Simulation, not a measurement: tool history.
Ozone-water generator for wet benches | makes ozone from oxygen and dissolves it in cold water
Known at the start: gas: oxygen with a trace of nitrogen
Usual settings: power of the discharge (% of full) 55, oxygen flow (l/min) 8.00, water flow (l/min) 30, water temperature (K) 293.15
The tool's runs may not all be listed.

run	hour	power of the discharge (% of full)	oxygen flow (l/min)	water flow (l/min)	water temperature (K)	dissolved ozone (ppm)	ozone in the gas ahead of the water (g/m3)
1	0.0	55	8.00	30	293.15	15.0	182.7
2	31.5	55	8.00	30	293.15	15.0	181.3
3	65.3	55	8.00	30	293.15	14.7	180.6
4	83.5	55	8.00	28	293.15	15.9	181.4
5	104.5	55	8.00	47	293.15	9.8	181.5
6	122.3	55	13.79	47	293.15	10.6	143.7
7	138.1	55	13.79	47	293.15	10.4	143.1
8	152.5	42	8.00	30	293.15	12.9	156.9
9	169.7	42	8.00	30	293.15	13.1	158.9
10	198.6	52	6.46	19	293.15	20.5	191.9
11	212.9	52	6.46	19	293.15	20.6	192.4
12	242.8	52	6.46	19	293.15	21.0	193.4
13	267.2	51	6.46	36	299.15	11.1	191.9
14	300.8	41	6.46	37	299.15	9.6	170.8
15	324.3	41	6.46	37	299.15	9.3	172.0
16	340.9	41	11.54	37	299.15	10.2	133.3

4 ways to go on from here, each from the tool as it stands after run 16. What would each give?
A	367.8	55	8.00	26	293.15	?	?
B	367.8	79	11.24	30	298.15	?	?
C	367.8	90	11.54	42	296.15	?	?
D	367.8	78	8.00	29	296.15	?	?

run	dissolved ozone (ppm)	ozone in the gas ahead of the water (g/m3)
A	16.7	180.9
B	16.6	188.5
C	14.2	200.0
D	17.5	214.7
Without the tool's hidden state the same runs would have given:
run	dissolved ozone (ppm)	ozone in the gas ahead of the water (g/m3)
A	17.3	182.3
B	17.2	190.2
C	14.8	202.0
D	18.2	216.7
